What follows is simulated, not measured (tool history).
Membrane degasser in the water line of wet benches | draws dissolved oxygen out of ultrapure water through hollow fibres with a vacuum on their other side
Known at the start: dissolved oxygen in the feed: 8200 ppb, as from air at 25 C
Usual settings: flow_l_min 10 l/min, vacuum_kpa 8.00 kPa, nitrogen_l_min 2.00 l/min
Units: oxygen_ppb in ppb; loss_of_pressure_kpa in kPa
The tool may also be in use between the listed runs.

run 1 hour=0.0 | flow_l_min=10 vacuum_kpa=8.00 nitrogen_l_min=2.00 | oxygen_ppb=116.2 loss_of_pressure_kpa=50.77
run 2 hour=69.0 | flow_l_min=10 vacuum_kpa=8.00 nitrogen_l_min=2.00 | oxygen_ppb=114.5 loss_of_pressure_kpa=50.63
run 3 hour=162.0 | flow_l_min=10 vacuum_kpa=8.00 nitrogen_l_min=2.00 | oxygen_ppb=115.5 loss_of_pressure_kpa=50.30
run 4 hour=315.6 | flow_l_min=10 vacuum_kpa=8.00 nitrogen_l_min=2.00 | oxygen_ppb=113.6 loss_of_pressure_kpa=50.35
run 5 hour=431.6 | flow_l_min=10 vacuum_kpa=8.00 nitrogen_l_min=2.00 | oxygen_ppb=117.1 loss_of_pressure_kpa=50.53
run 6 hour=581.5 | flow_l_min=6 vacuum_kpa=8.00 nitrogen_l_min=2.00 | oxygen_ppb=54.8 loss_of_pressure_kpa=30.29
run 7 hour=725.4 | flow_l_min=6 vacuum_kpa=8.00 nitrogen_l_min=2.00 | oxygen_ppb=55.3 loss_of_pressure_kpa=30.08
run 8 hour=795.6 | flow_l_min=10 vacuum_kpa=12.95 nitrogen_l_min=2.00 | oxygen_ppb=173.1 loss_of_pressure_kpa=50.20
run 9 hour=872.0 | flow_l_min=10 vacuum_kpa=12.95 nitrogen_l_min=2.00 | oxygen_ppb=172.4 loss_of_pressure_kpa=50.22
run 10 hour=1030.9 | flow_l_min=12 vacuum_kpa=8.00 nitrogen_l_min=2.00 | oxygen_ppb=144.2 loss_of_pressure_kpa=60.32
run 11 hour=1118.7 | flow_l_min=12 vacuum_kpa=11.30 nitrogen_l_min=2.00 | oxygen_ppb=195.3 loss_of_pressure_kpa=60.20
run 12 hour=1248.2 | flow_l_min=10 vacuum_kpa=8.00 nitrogen_l_min=2.00 | oxygen_ppb=114.6 loss_of_pressure_kpa=50.26
run 13 hour=1376.4 | flow_l_min=13 vacuum_kpa=8.00 nitrogen_l_min=2.00 | oxygen_ppb=164.7 loss_of_pressure_kpa=64.74
run 14 hour=1483.4 | flow_l_min=10 vacuum_kpa=5.58 nitrogen_l_min=1.02 | oxygen_ppb=111.3 loss_of_pressure_kpa=50.18
run 15 hour=1579.5 | flow_l_min=10 vacuum_kpa=5.58 nitrogen_l_min=1.02 | oxygen_ppb=110.3 loss_of_pressure_kpa=50.34
run 16 hour=1729.6 | flow_l_min=10 vacuum_kpa=5.58 nitrogen_l_min=1.02 | oxygen_ppb=111.5 loss_of_pressure_kpa=50.04
run 17 hour=1872.4 | flow_l_min=10 vacuum_kpa=5.58 nitrogen_l_min=1.02 | oxygen_ppb=113.4 loss_of_pressure_kpa=49.71
run 18 hour=1991.2 | flow_l_min=12 vacuum_kpa=16.07 nitrogen_l_min=3.46 | oxygen_ppb=186.6 loss_of_pressure_kpa=59.83
run 19 hour=2142.8 | flow_l_min=12 vacuum_kpa=16.07 nitrogen_l_min=3.46 | oxygen_ppb=185.8 loss_of_pressure_kpa=59.67
-- hour=2159.2 seals of the vacuum lines changed
run 20 hour=2265.3 | flow_l_min=9 vacuum_kpa=18.40 nitrogen_l_min=2.00 | oxygen_ppb=209.8 loss_of_pressure_kpa=44.49
run 21 hour=2365.7 | flow_l_min=13 vacuum_kpa=5.74 nitrogen_l_min=2.68 | oxygen_ppb=121.1 loss_of_pressure_kpa=64.71
run 22 hour=2473.5 | flow_l_min=14 vacuum_kpa=10.88 nitrogen_l_min=3.73 | oxygen_ppb=171.7 loss_of_pressure_kpa=69.51
run 23 hour=2626.3 | flow_l_min=7 vacuum_kpa=11.29 nitrogen_l_min=2.00 | oxygen_ppb=97.0 loss_of_pressure_kpa=34.74

Forecast each of these 4 alternatives for the next run:
run A hour=2694.2 | flow_l_min=7 vacuum_kpa=11.29 nitrogen_l_min=1.35 | oxygen_ppb=? loss_of_pressure_kpa=?
run B hour=2694.2 | flow_l_min=7 vacuum_kpa=11.29 nitrogen_l_min=1.00 | oxygen_ppb=? loss_of_pressure_kpa=?
run C hour=2694.2 | flow_l_min=10 vacuum_kpa=8.00 nitrogen_l_min=5.20 | oxygen_ppb=? loss_of_pressure_kpa=?
run D hour=2694.2 | flow_l_min=7 vacuum_kpa=7.60 nitrogen_l_min=2.00 | oxygen_ppb=? loss_of_pressure_kpa=?

run=A oxygen_ppb=128.9 loss_of_pressure_kpa=34.57
run=B oxygen_ppb=161.1 loss_of_pressure_kpa=34.76
run=C oxygen_ppb=81.9 loss_of_pressure_kpa=49.48
run=D oxygen_ppb=65.3 loss_of_pressure_kpa=34.65
Without the tool's hidden state the same runs would have given:
run=A oxygen_ppb=128.7 loss_of_pressure_kpa=35.32
run=B oxygen_ppb=160.9 loss_of_pressure_kpa=35.51
run=C oxygen_ppb=81.6 loss_of_pressure_kpa=50.56
run=D oxygen_ppb=65.1 loss_of_pressure_kpa=35.40
